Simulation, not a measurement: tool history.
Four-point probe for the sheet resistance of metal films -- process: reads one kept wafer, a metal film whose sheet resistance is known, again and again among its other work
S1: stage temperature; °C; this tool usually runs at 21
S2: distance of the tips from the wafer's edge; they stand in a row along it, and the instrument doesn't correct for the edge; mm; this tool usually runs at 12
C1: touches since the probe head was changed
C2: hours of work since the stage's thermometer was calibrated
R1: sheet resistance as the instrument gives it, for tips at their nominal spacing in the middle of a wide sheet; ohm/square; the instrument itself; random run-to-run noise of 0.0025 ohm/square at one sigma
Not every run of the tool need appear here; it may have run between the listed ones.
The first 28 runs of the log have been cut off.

{"run": 29, "hour": 460.3, "S1": 22, "S2": 70, "C1": 72904, "C2": 376, "R1": 12.232672}
{"run": 30, "hour": 469.8, "S1": 27, "S2": 39, "C1": 73241, "C2": 382, "R1": 12.223856}
{"run": 31, "hour": 480.4, "S1": 24, "S2": 3, "C1": 73619, "C2": 388, "R1": 12.515799}
{"run": 32, "hour": 496.0, "S1": 18, "S2": 10, "C1": 74173, "C2": 398, "R1": 12.260489}
{"run": 33, "hour": 511.4, "S1": 20, "S2": 5, "C1": 74718, "C2": 407, "R1": 12.339745}
{"run": 34, "hour": 520.5, "S1": 26, "S2": 12, "C1": 75044, "C2": 412, "R1": 12.244278}
{"run": 35, "hour": 536.0, "S1": 25, "S2": 12, "C1": 75595, "C2": 422, "R1": 12.244068}
{"run": 36, "hour": 551.9, "S1": 22, "S2": 60, "C1": 76157, "C2": 431, "R1": 12.228938}
{"run": 37, "hour": 571.2, "S1": 26, "S2": 5, "C1": 76845, "C2": 443, "R1": 12.331031}
{"run": 38, "hour": 592.1, "S1": 26, "S2": 12, "C1": 77586, "C2": 455, "R1": 12.243834}
{"run": 39, "hour": 613.1, "S1": 25, "S2": 4, "C1": 78334, "C2": 468, "R1": 12.386693}
{"run": 40, "hour": 626.8, "S1": 33, "S2": 26, "C1": 78820, "C2": 476, "R1": 12.222613}
{"run": 41, "hour": 642.0, "S1": 33, "S2": 26, "C1": 79360, "C2": 485, "R1": 12.220543}
{"hour": 648.1, "done": "new probe head fitted"}
{"run": 42, "hour": 660.9, "S1": 19, "S2": 23, "C1": 453, "C2": 496, "R1": 12.241701}
{"run": 43, "hour": 672.5, "S1": 22, "S2": 5, "C1": 867, "C2": 503, "R1": 12.337642}

Consider 3 possible next runs. They are alternatives, not a sequence: every one starts from the tool as it was left by run 43. What does each give?
{"run": "A", "hour": 682.3, "S1": 22, "S2": 70, "C1": 1213, "C2": 509, "R1": "?"}
{"run": "B", "hour": 682.3, "S1": 34, "S2": 12, "C1": 1213, "C2": 509, "R1": "?"}
{"run": "C", "hour": 682.3, "S1": 22, "S2": 12, "C1": 1213, "C2": 509, "R1": "?"}

run=A R1=12.235214
run=B R1=12.236674
run=C R1=12.248449
What these runs would have given with no unlogged condition in the tool:
run=A R1=12.235649
run=B R1=12.237108
run=C R1=12.248884
